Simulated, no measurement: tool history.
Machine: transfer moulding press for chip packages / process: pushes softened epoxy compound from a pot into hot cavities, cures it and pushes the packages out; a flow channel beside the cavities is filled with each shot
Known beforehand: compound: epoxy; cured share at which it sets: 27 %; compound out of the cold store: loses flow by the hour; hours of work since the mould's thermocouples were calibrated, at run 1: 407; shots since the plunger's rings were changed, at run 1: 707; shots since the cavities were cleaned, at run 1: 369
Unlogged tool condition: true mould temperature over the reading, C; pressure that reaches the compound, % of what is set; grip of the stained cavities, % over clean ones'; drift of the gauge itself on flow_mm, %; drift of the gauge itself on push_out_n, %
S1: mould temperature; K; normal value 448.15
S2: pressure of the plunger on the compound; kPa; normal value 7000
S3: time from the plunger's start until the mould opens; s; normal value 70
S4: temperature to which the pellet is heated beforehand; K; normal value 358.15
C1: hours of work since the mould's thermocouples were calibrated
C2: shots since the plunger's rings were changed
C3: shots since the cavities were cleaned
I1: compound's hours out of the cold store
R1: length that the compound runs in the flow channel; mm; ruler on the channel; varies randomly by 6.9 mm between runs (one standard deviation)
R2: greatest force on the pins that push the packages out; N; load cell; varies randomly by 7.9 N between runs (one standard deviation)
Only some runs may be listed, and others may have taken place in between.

{"run": 1, "hour": 0.0, "S1": 448.15, "S2": 7000, "S3": 70, "S4": 358.15, "C1": 407, "C2": 707, "C3": 369, "I1": 35.7, "R1": 693, "R2": 447}
{"hour": 11.5, "done": "cavities cleaned with cleaning compound and waxed"}
{"run": 2, "hour": 32.1, "S1": 448.15, "S2": 7000, "S3": 70, "S4": 358.15, "C1": 421, "C2": 1015, "C3": 208, "I1": 9.8, "R1": 801, "R2": 412}
{"run": 3, "hour": 46.8, "S1": 448.15, "S2": 7000, "S3": 70, "S4": 358.15, "C1": 427, "C2": 1163, "C3": 356, "I1": 31.5, "R1": 691, "R2": 437}
{"hour": 60.0, "done": "cavities cleaned with cleaning compound and waxed"}
{"run": 4, "hour": 80.4, "S1": 448.15, "S2": 7000, "S3": 70, "S4": 358.15, "C1": 442, "C2": 1486, "C3": 206, "I1": 11.2, "R1": 781, "R2": 417}
{"run": 5, "hour": 94.8, "S1": 448.15, "S2": 7000, "S3": 70, "S4": 358.15, "C1": 448, "C2": 1631, "C3": 351, "I1": 13.3, "R1": 774, "R2": 443}
{"hour": 107.3, "done": "cavities cleaned with cleaning compound and waxed"}
{"run": 6, "hour": 117.8, "S1": 448.15, "S2": 7000, "S3": 70, "S4": 357.15, "C1": 458, "C2": 1847, "C3": 105, "I1": 44, "R1": 634, "R2": 361}
{"run": 7, "hour": 141.9, "S1": 448.15, "S2": 7000, "S3": 70, "S4": 358.15, "C1": 469, "C2": 2089, "C3": 347, "I1": 10.6, "R1": 774, "R2": 449}
{"hour": 155.2, "done": "cavities cleaned with cleaning compound and waxed"}
{"run": 8, "hour": 158.5, "S1": 448.15, "S2": 7000, "S3": 70, "S4": 358.15, "C1": 476, "C2": 2242, "C3": 33, "I1": 31.3, "R1": 682, "R2": 323}
{"run": 9, "hour": 177.5, "S1": 448.15, "S2": 7000, "S3": 80, "S4": 358.15, "C1": 485, "C2": 2433, "C3": 224, "I1": 21.2, "R1": 715, "R2": 351}
{"run": 10, "hour": 192.4, "S1": 448.15, "S2": 7000, "S3": 80, "S4": 358.15, "C1": 492, "C2": 2583, "C3": 374, "I1": 19.4, "R1": 726, "R2": 383}
{"hour": 202.9, "done": "cavities cleaned with cleaning compound and waxed"}
{"run": 11, "hour": 214.2, "S1": 448.15, "S2": 7000, "S3": 80, "S4": 358.15, "C1": 501, "C2": 2788, "C3": 115, "I1": 14.7, "R1": 752, "R2": 334}
{"run": 12, "hour": 244.0, "S1": 453.15, "S2": 7770, "S3": 106, "S4": 361.15, "C1": 515, "C2": 3088, "C3": 415, "I1": 30.6, "R1": 707, "R2": 382}
{"hour": 249.6, "done": "cavities cleaned with cleaning compound and waxed"}
{"hour": 253.8, "done": "plunger's sealing rings changed"}
{"run": 13, "hour": 269.6, "S1": 448.15, "S2": 7900, "S3": 88, "S4": 358.15, "C1": 524, "C2": 159, "C3": 177, "I1": 36.2, "R1": 736, "R2": 331}
{"run": 14, "hour": 285.3, "S1": 446.15, "S2": 6060, "S3": 98, "S4": 354.15, "C1": 532, "C2": 317, "C3": 335, "I1": 23.4, "R1": 707, "R2": 387}
{"hour": 300.9, "done": "cavities cleaned with cleaning compound and waxed"}
{"run": 15, "hour": 312.3, "S1": 448.15, "S2": 7000, "S3": 70, "S4": 357.15, "C1": 543, "C2": 574, "C3": 116, "I1": 43.2, "R1": 657, "R2": 355}
{"run": 16, "hour": 341.8, "S1": 442.15, "S2": 5340, "S3": 107, "S4": 367.15, "C1": 557, "C2": 871, "C3": 413, "I1": 9, "R1": 713, "R2": 354}
{"hour": 350.2, "done": "cavities cleaned with cleaning compound and waxed"}
{"run": 17, "hour": 366.9, "S1": 442.15, "S2": 8030, "S3": 107, "S4": 367.15, "C1": 567, "C2": 1108, "C3": 168, "I1": 14.2, "R1": 854, "R2": 338}

Predict each of these 4 candidate next runs independently; none follows another, all start after run 17:
{"run": "A", "hour": 384.2, "S1": 442.15, "S2": 7330, "S3": 107, "S4": 367.15, "C1": 575, "C2": 1283, "C3": 343, "I1": 11.2, "R1": "?", "R2": "?"}
{"run": "B", "hour": 384.2, "S1": 442.15, "S2": 8030, "S3": 108, "S4": 352.15, "C1": 575, "C2": 1283, "C3": 343, "I1": 18.3, "R1": "?", "R2": "?"}
{"run": "C", "hour": 384.2, "S1": 448.15, "S2": 7000, "S3": 70, "S4": 357.15, "C1": 575, "C2": 1283, "C3": 343, "I1": 15.9, "R1": "?", "R2": "?"}
{"run": "D", "hour": 384.2, "S1": 442.15, "S2": 8030, "S3": 70, "S4": 367.15, "C1": 575, "C2": 1283, "C3": 343, "I1": 45.5, "R1": "?", "R2": "?"}

run=A R1=812 R2=376
run=B R1=832 R2=358
run=C R1=753 R2=439
run=D R1=693 R2=529
With the hidden condition removed and each run's random variation left untouched, the same runs would have given:
run=A R1=837 R2=285
run=B R1=858 R2=269
run=C R1=776 R2=348
run=D R1=714 R2=427
